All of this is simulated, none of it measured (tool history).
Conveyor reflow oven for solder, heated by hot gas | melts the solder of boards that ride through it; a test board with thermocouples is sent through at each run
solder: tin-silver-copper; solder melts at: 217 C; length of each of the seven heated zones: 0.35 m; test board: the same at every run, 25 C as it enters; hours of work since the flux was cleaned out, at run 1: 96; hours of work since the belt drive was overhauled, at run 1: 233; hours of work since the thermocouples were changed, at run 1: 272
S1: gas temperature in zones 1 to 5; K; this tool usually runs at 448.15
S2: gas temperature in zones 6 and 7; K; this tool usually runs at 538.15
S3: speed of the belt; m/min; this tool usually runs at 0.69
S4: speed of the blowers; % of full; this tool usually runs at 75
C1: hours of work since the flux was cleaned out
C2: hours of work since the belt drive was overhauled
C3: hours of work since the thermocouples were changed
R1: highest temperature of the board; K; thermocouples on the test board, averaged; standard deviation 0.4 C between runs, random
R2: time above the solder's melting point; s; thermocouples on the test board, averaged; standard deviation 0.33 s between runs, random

run	hour	S1	S2	S3	S4	C1	C2	C3	R1	R2
1	0	448.15	538.15	0.69	75	96	233	272	519.85	41.2
2	21.7	448.15	538.15	0.69	75	108	245	284	519.95	41.8
3	44.9	448.15	538.15	0.69	75	121	258	297	519.85	42.2
4	56.9	448.15	538.15	0.69	75	127	264	303	519.55	41.6
5	73.3	448.15	538.15	0.69	75	136	273	312	518.75	41.3
6	90.9	448.15	538.15	0.69	75	146	283	322	519.75	41.5
7	106.9	448.15	538.15	0.69	75	155	291	330	519.05	41.7
8	125.7	448.15	538.15	0.643	75	165	302	341	520.75	46.7
9	136.7	448.15	536.15	0.69	75	171	308	346	517.15	40.1
10	161.6	448.15	536.15	0.69	75	184	321	360	517.65	40.1
11	177.1	448.15	538.15	0.69	87	193	330	368	521.45	43.7
# hour 183.9: flux residue cleaned out of gas plates and filters
12	200.2	448.15	538.15	0.69	87	9	339	378	521.95	43.9
13	221.7	448.15	538.15	0.69	87	21	351	390	520.25	42.6
14	232.8	448.15	538.15	0.69	87	27	357	396	520.35	43.1
15	255.6	448.15	538.15	0.69	87	39	369	408	521.25	42.2
16	272.8	448.15	538.15	0.642	75	48	379	418	520.55	45.6
# hour 281.9: flux residue cleaned out of gas plates and filters, once more
17	301.9	448.15	538.15	0.642	75	11	392	431	522.85	47.7
18	314.5	450.15	552.15	0.63	73	18	399	438	534.85	55.9
19	336.4	450.15	552.15	0.63	52	30	411	450	529.05	51.2
20	355.6	450.15	552.15	0.63	52	40	421	460	528.15	51.2
21	369.1	450.15	535.15	0.575	52	47	428	467	516.65	47.9
22	390	461.15	550.15	0.69	87	59	440	479	534.85	54.6
23	403.1	459.15	547.15	0.716	77	66	447	486	528.95	48.7
24	417.3	448.15	536.15	0.625	82	74	455	494	521.35	49.7
25	435.3	448.15	538.15	0.801	57	83	464	503	507.05	24.1
26	455	440.15	538.15	0.764	52	94	475	514	504.75	20.6
27	477.8	449.15	533.15	0.605	52	106	488	526	512.35	40.9
28	503.2	448.15	538.15	0.565	61	120	501	540	521.85	52.6
29	526.6	457.15	538.15	0.69	63	133	514	553	517.05	41.9
30	546.8	448.15	538.15	0.625	85	144	525	564	523.55	50.4
31	559.4	437.15	530.15	0.661	63	151	532	571	507.15	29.3

Predict each of these 3 candidate next runs independently; none follows another, all start after run 31:
A	586	445.15	534.15	0.69	75	165	546	585	?	?
B	586	459.15	530.15	0.69	57	165	546	585	?	?
C	586	452.15	545.15	0.757	75	165	546	585	?	?

run	R1	R2
A	515.05	37
B	509.95	35.3
C	521.35	39.8
Take away the tool's hidden state, keep each run's random variation, and the runs would have read:
run	R1	R2
A	518.45	40
B	512.75	38.5
C	524.95	42

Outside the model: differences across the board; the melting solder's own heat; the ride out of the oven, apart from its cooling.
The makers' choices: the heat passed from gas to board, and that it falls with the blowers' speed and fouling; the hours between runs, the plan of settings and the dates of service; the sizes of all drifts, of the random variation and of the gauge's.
